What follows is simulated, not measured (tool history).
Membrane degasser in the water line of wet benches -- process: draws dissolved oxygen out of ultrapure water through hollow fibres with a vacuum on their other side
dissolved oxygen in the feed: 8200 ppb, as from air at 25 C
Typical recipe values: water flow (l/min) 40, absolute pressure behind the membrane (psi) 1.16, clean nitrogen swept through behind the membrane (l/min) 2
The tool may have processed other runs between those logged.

run   hour  water flow (l/min)  absolute pressure behind the membrane (psi)  clean nitrogen swept through behind the membrane (l/min)  dissolved oxygen in the water behind the degasser (ppb)  pressure that the water loses in the fibres (psi)
  1      0                  40                                         1.16                                                         2                                                    298.7                                              3.743
  2   34.4                  40                                         1.16                                                         2                                                    307.4                                              3.756
  3   64.2                  40                                         1.16                                                         2                                                    307.1                                              3.716
  4     86                  40                                         1.16                                                         2                                                      310                                               3.78
  5  118.2                  28                                         1.16                                                         2                                                    189.2                                              2.598
  6  167.2                  40                                         1.16                                                      4.53                                                      189                                               3.79
     196.9  -- seals of the vacuum lines changed
  7  218.7                  40                                         1.16                                                      4.53                                                    187.5                                              3.783
  8  243.6                  40                                         1.16                                                         2                                                    306.9                                              3.764
  9  270.2                  40                                         1.16                                                         2                                                    305.7                                              3.791
 10  305.1                  40                                         1.16                                                         2                                                    306.8                                               3.73
 11  327.7                  40                                         1.16                                                         2                                                    305.4                                              3.745
 12  358.1                  40                                         1.16                                                         2                                                    312.7                                              3.733
 13  389.4                  40                                         1.16                                                         2                                                    308.7                                               3.78
     402.6  -- vacuum gauge calibrated
 14  427.1                  41                                         1.16                                                         2                                                    295.7                                              3.886
 15  471.9                  29                                        1.057                                                      1.07                                                    256.5                                              2.695
 16  500.7                  58                                        0.985                                                      1.87                                                    463.3                                              5.461
 17  546.6                  45                                        2.399                                                      2.66                                                      595                                              4.237
 18  585.7                  45                                        2.399                                                      2.66                                                    599.1                                              4.228
 19  633.9                  40                                        2.187                                                         2                                                    569.8                                              3.706
 20  668.3                  40                                        2.187                                                         2                                                    582.9                                              3.755
 21  694.6                  40                                        2.187                                                         2                                                    585.5                                              3.761
 22  718.7                  40                                        1.236                                                      1.27                                                    414.5                                              3.794
 23  743.5                  59                                        0.734                                                         2                                                      383                                              5.569
 24  774.4                  40                                         1.16                                                      3.67                                                      204                                              3.819
 25  812.8                  40                                         1.16                                                      3.67                                                    205.7                                              3.784
 26  833.2                  24                                        0.812                                                         2                                                     79.5                                              2.251
 27  876.5                  49                                        1.224                                                      1.02                                                    621.1                                              4.628
 28  916.3                  37                                        1.224                                                      1.02                                                    433.6                                              3.469

Each row is a separate what-if for the run after 28, all from the same tool condition, not one after another. Results?
  A  948.7                  53                                         1.16                                                      5.78                                                        ?                                                  ?
  B  948.7                  50                                        1.224                                                      1.02                                                        ?                                                  ?
  C  948.7                  37                                        2.215                                                      1.02                                                        ?                                                  ?

run  dissolved oxygen in the water behind the degasser (ppb)  pressure that the water loses in the fibres (psi)
  A                                                    300.5                                              5.027
  B                                                    618.2                                              4.693
  C                                                      876                                              3.511
Without the tool's hidden state the same runs would have given:
run  dissolved oxygen in the water behind the degasser (ppb)  pressure that the water loses in the fibres (psi)
  A                                                    285.2                                              4.928
  B                                                    602.3                                              4.601
  C                                                    867.2                                              3.443
